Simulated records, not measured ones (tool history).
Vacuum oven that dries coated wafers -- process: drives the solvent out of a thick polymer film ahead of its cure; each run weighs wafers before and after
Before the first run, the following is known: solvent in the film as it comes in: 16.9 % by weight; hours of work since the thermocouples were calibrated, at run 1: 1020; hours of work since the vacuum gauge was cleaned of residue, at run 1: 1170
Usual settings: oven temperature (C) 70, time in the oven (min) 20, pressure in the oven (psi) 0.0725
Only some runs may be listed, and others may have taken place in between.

| run | hour | oven temperature (C) | time in the oven (min) | pressure in the oven (psi) | hours of work since the thermocouples were calibrated | hours of work since the vacuum gauge was cleaned of residue | solvent left in the film (%) |
|---|---|---|---|---|---|---|---|
| 1 | 0.0 | 70 | 20 | 0.0725 | 1020 | 1170 | 2.00 |
| 2 | 29.4 | 70 | 20 | 0.0725 | 1041 | 1191 | 1.97 |
| 3 | 87.9 | 70 | 20 | 0.0725 | 1082 | 1232 | 1.96 |
| 4 | 131.1 | 70 | 13 | 0.0725 | 1112 | 1262 | 3.83 |
| 5 | 174.6 | 71 | 20 | 0.0725 | 1143 | 1292 | 1.75 |
| 6 | 243.3 | 71 | 20 | 0.0725 | 1191 | 1340 | 1.71 |
| 7 | 312.3 | 70 | 20 | 0.1095 | 1239 | 1388 | 2.01 |
| 8 | 349.1 | 70 | 20 | 0.1095 | 1265 | 1414 | 2.02 |
| 9 | 407.6 | 70 | 20 | 0.1095 | 1305 | 1455 | 2.01 |
| 10 | 466.0 | 70 | 20 | 0.1095 | 1346 | 1496 | 2.03 |
| 11 | 506.9 | 60 | 20 | 0.0725 | 1375 | 1525 | 5.37 |
| 12 | 556.9 | 60 | 20 | 0.0725 | 1410 | 1560 | 5.43 |
| 13 | 592.1 | 70 | 20 | 0.0725 | 1434 | 1584 | 1.95 |
| 14 | 647.2 | 70 | 20 | 0.0725 | 1473 | 1623 | 1.98 |
| 15 | 697.3 | 70 | 20 | 0.0725 | 1508 | 1658 | 1.90 |
| 16 | 727.6 | 70 | 10 | 0.0725 | 1529 | 1679 | 5.05 |
| 17 | 775.2 | 70 | 10 | 0.0725 | 1562 | 1712 | 5.13 |
| 18 | 834.7 | 70 | 10 | 0.0725 | 1604 | 1754 | 5.14 |
| 19 | 876.5 | 70 | 10 | 0.0725 | 1633 | 1783 | 5.25 |
|  | 901.0 | oven's thermocouples calibrated |
| 20 | 941.0 | 70 | 10 | 0.0725 | 28 | 1827 | 5.13 |
| 21 | 977.7 | 79 | 10 | 0.0725 | 54 | 1852 | 2.21 |
| 22 | 1017.4 | 65 | 17 | 0.0725 | 81 | 1880 | 4.47 |
| 23 | 1086.9 | 82 | 23 | 0.1243 | 130 | 1929 | 0.20 |
| 24 | 1144.9 | 82 | 23 | 0.1243 | 171 | 1969 | 0.20 |
| 25 | 1184.1 | 74 | 13 | 0.0725 | 198 | 1997 | 2.46 |
| 26 | 1248.1 | 70 | 20 | 0.1127 | 243 | 2041 | 2.07 |
| 27 | 1297.1 | 62 | 15 | 0.0982 | 277 | 2076 | 6.14 |
| 28 | 1361.9 | 62 | 15 | 0.0982 | 322 | 2121 | 6.08 |
| 29 | 1422.1 | 67 | 20 | 0.1478 | 364 | 2163 | 3.05 |
| 30 | 1452.5 | 67 | 20 | 0.1478 | 386 | 2184 | 3.01 |
| 31 | 1507.9 | 70 | 20 | 0.1666 | 424 | 2223 | 2.08 |
| 32 | 1537.9 | 56 | 20 | 0.1772 | 445 | 2244 | 7.12 |
| 33 | 1588.8 | 56 | 20 | 0.1772 | 481 | 2280 | 7.17 |
| 34 | 1627.3 | 57 | 20 | 0.1362 | 508 | 2306 | 6.60 |
| 35 | 1681.6 | 69 | 20 | 0.0725 | 546 | 2344 | 2.26 |
| 36 | 1722.7 | 77 | 24 | 0.0892 | 575 | 2373 | 0.41 |

Consider 5 possible next runs. They are alternatives, not a sequence: every one starts from the tool as it was left by run 36. What does each give?
| A | 1776.7 | 70 | 22 | 0.0708 | 612 | 2411 | ? |
| B | 1776.7 | 66 | 24 | 0.0458 | 612 | 2411 | ? |
| C | 1776.7 | 63 | 18 | 0.0867 | 612 | 2411 | ? |
| D | 1776.7 | 82 | 24 | 0.1812 | 612 | 2411 | ? |
| E | 1776.7 | 70 | 11 | 0.0793 | 612 | 2411 | ? |

| run | solvent left in the film (%) |
|---|---|
| A | 1.58 |
| B | 2.50 |
| C | 4.82 |
| D | 0.20 |
| E | 4.76 |
Take away the tool's hidden state, keep each run's random variation, and the runs would have read:
| run | solvent left in the film (%) |
|---|---|
| A | 1.58 |
| B | 2.51 |
| C | 4.84 |
| D | 0.20 |
| E | 4.77 |
